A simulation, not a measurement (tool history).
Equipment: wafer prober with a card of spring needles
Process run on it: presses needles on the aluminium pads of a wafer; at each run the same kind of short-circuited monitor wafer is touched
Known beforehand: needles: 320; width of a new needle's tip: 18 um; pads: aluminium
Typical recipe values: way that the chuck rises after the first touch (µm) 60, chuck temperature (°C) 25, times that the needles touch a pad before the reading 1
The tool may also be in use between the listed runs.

run	day	way that the chuck rises after the first touch (µm)	chuck temperature (°C)	times that the needles touch a pad before the reading	resistance of one needle with its contact and lead (mohm)	way that a needle slides on the pad (µm)
1	0.000	60	25	1	239	7.31
# day 0.088: tips cleaned on abrasive film
# day 0.512: tips cleaned on abrasive film
# day 0.938: tips cleaned on abrasive film
2	1.112	60	59	1	252	7.33
# day 1.283: tips cleaned on abrasive film
# day 1.625: tips cleaned on abrasive film
# day 2.050: tips cleaned on abrasive film
# day 2.471: tips cleaned on abrasive film
3	2.471	60	59	1	246	7.30
# day 2.812: tips cleaned on abrasive film
# day 3.238: tips cleaned on abrasive film
# day 3.575: tips cleaned on abrasive film
# day 4.000: tips cleaned on abrasive film
# day 4.383: tips cleaned on abrasive film
4	4.383	60	25	1	242	7.35
# day 4.808: tips cleaned on abrasive film
# day 5.233: tips cleaned on abrasive film
# day 5.571: tips cleaned on abrasive film
5	5.658	60	32	1	239	7.34
# day 5.917: tips cleaned on abrasive film
# day 6.342: tips cleaned on abrasive film
# day 6.683: tips cleaned on abrasive film
6	6.838	60	32	1	239	7.35
# day 7.096: tips cleaned on abrasive film
# day 7.521: tips cleaned on abrasive film
# day 7.946: tips cleaned on abrasive film
7	8.154	60	32	1	239	7.32
# day 8.329: tips cleaned on abrasive film
# day 8.667: tips cleaned on abrasive film
# day 9.092: tips cleaned on abrasive film
8	9.425	60	32	1	244	7.33
# day 9.512: tips cleaned on abrasive film
# day 9.938: tips cleaned on abrasive film
# day 10.275: tips cleaned on abrasive film
# day 10.700: tips cleaned on abrasive film
# day 11.125: tips cleaned on abrasive film
9	11.162	60	32	1	241	7.32
# day 11.504: tips cleaned on abrasive film
# day 11.846: tips cleaned on abrasive film
# day 12.025: height of the first contact set anew
# day 12.283: tips cleaned on abrasive film
# day 12.621: tips cleaned on abrasive film
10	12.775	60	32	1	244	7.35
# day 13.033: tips cleaned on abrasive film
# day 13.375: tips cleaned on abrasive film
# day 13.712: tips cleaned on abrasive film
# day 14.054: tips cleaned on abrasive film
# day 14.396: tips cleaned on abrasive film
# day 14.817: tips cleaned on abrasive film
11	14.958	60	41	2	243	7.39
# day 15.212: tips cleaned on abrasive film
# day 15.554: tips cleaned on abrasive film
# day 15.979: tips cleaned on abrasive film
# day 16.404: tips cleaned on abrasive film
# day 16.742: tips cleaned on abrasive film
12	16.833	63	59	2	247	7.71
# day 17.088: tips cleaned on abrasive film
# day 17.512: tips cleaned on abrasive film
# day 17.938: tips cleaned on abrasive film
13	17.996	63	59	3	248	7.77
# day 18.338: tips cleaned on abrasive film
# day 18.762: tips cleaned on abrasive film
# day 19.100: tips cleaned on abrasive film
# day 19.525: tips cleaned on abrasive film
# day 19.950: tips cleaned on abrasive film
14	20.238	63	59	3	248	7.71

Run 15 is up next; what results do you expect?
# day 20.325: tips cleaned on abrasive film
# day 20.662: tips cleaned on abrasive film
# day 21.088: tips cleaned on abrasive film
# day 21.429: tips cleaned on abrasive film
# day 21.771: tips cleaned on abrasive film
15	22.104	63	59	3	?	?

resistance of one needle with its contact and lead (mohm): 244
way that a needle slides on the pad (µm): 7.78
Without the tool's hidden state the same run would have given resistance of one needle with its contact and lead (mohm) 244, way that a needle slides on the pad (µm) 7.69.

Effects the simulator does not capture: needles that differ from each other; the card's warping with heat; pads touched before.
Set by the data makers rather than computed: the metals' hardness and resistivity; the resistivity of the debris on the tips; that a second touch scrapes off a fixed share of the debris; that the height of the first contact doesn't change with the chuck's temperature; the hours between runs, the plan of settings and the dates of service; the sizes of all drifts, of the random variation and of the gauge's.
